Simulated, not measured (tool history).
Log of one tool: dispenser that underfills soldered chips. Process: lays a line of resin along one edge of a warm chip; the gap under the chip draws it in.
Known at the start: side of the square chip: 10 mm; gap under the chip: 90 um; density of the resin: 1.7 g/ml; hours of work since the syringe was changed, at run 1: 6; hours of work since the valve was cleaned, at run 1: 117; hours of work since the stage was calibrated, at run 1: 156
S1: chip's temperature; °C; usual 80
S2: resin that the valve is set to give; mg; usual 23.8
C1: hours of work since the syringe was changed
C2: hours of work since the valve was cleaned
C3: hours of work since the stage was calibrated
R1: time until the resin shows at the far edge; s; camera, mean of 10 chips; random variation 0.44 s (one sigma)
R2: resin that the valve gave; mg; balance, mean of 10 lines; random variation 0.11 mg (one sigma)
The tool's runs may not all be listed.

{"run": 1, "day": 0.0, "S1": 80, "S2": 23.8, "C1": 6, "C2": 117, "C3": 156, "R1": 56.0, "R2": 21.67}
{"day": 0.283, "done": "new syringe of resin"}
{"run": 2, "day": 0.312, "S1": 80, "S2": 25.5, "C1": 1, "C2": 122, "C3": 161, "R1": 34.5, "R2": 23.05}
{"run": 3, "day": 0.575, "S1": 82, "S2": 23.8, "C1": 5, "C2": 127, "C3": 165, "R1": 46.8, "R2": 21.5}
{"run": 4, "day": 0.804, "S1": 82, "S2": 23.8, "C1": 9, "C2": 131, "C3": 169, "R1": 62.0, "R2": 21.39}
{"day": 0.933, "done": "new syringe of resin"}
{"day": 1.133, "done": "dispensing valve cleaned and set on the balance"}
{"run": 5, "day": 1.146, "S1": 80, "S2": 23.8, "C1": 3, "C2": 0, "C3": 174, "R1": 42.3, "R2": 23.69}
{"run": 6, "day": 1.362, "S1": 80, "S2": 23.8, "C1": 7, "C2": 4, "C3": 178, "R1": 57.5, "R2": 23.58}
{"day": 1.629, "done": "new syringe of resin"}
{"run": 7, "day": 1.738, "S1": 80, "S2": 23.8, "C1": 2, "C2": 10, "C3": 184, "R1": 37.9, "R2": 23.49}
{"run": 8, "day": 2.142, "S1": 79, "S2": 23.8, "C1": 9, "C2": 17, "C3": 191, "R1": 71.8, "R2": 23.35}
{"day": 2.288, "done": "new syringe of resin"}
{"run": 9, "day": 2.329, "S1": 79, "S2": 23.8, "C1": 1, "C2": 20, "C3": 194, "R1": 37.5, "R2": 23.31}
{"run": 10, "day": 2.742, "S1": 76, "S2": 30.1, "C1": 8, "C2": 27, "C3": 201, "R1": 74.8, "R2": 29.28}

3 ways to go on from here, each from the tool as it stands after run 10. What would each give?
{"day": 2.938, "done": "new syringe of resin"}
{"run": "A", "day": 3.133, "S1": 95, "S2": 23.1, "C1": 3, "C2": 34, "C3": 208, "R1": "?", "R2": "?"}
{"day": 2.938, "done": "new syringe of resin"}
{"run": "B", "day": 3.133, "S1": 78, "S2": 22.8, "C1": 3, "C2": 34, "C3": 208, "R1": "?", "R2": "?"}
{"day": 2.938, "done": "new syringe of resin"}
{"run": "C", "day": 3.133, "S1": 72, "S2": 29.7, "C1": 3, "C2": 34, "C3": 208, "R1": "?", "R2": "?"}

run=A R1=22.4 R2=22.24
run=B R1=48.8 R2=22.21
run=C R1=63.3 R2=28.90
Without the tool's hidden state the same runs would have given:
run=A R1=16.3 R2=22.89
run=B R1=35.3 R2=22.86
run=C R1=45.9 R2=29.74

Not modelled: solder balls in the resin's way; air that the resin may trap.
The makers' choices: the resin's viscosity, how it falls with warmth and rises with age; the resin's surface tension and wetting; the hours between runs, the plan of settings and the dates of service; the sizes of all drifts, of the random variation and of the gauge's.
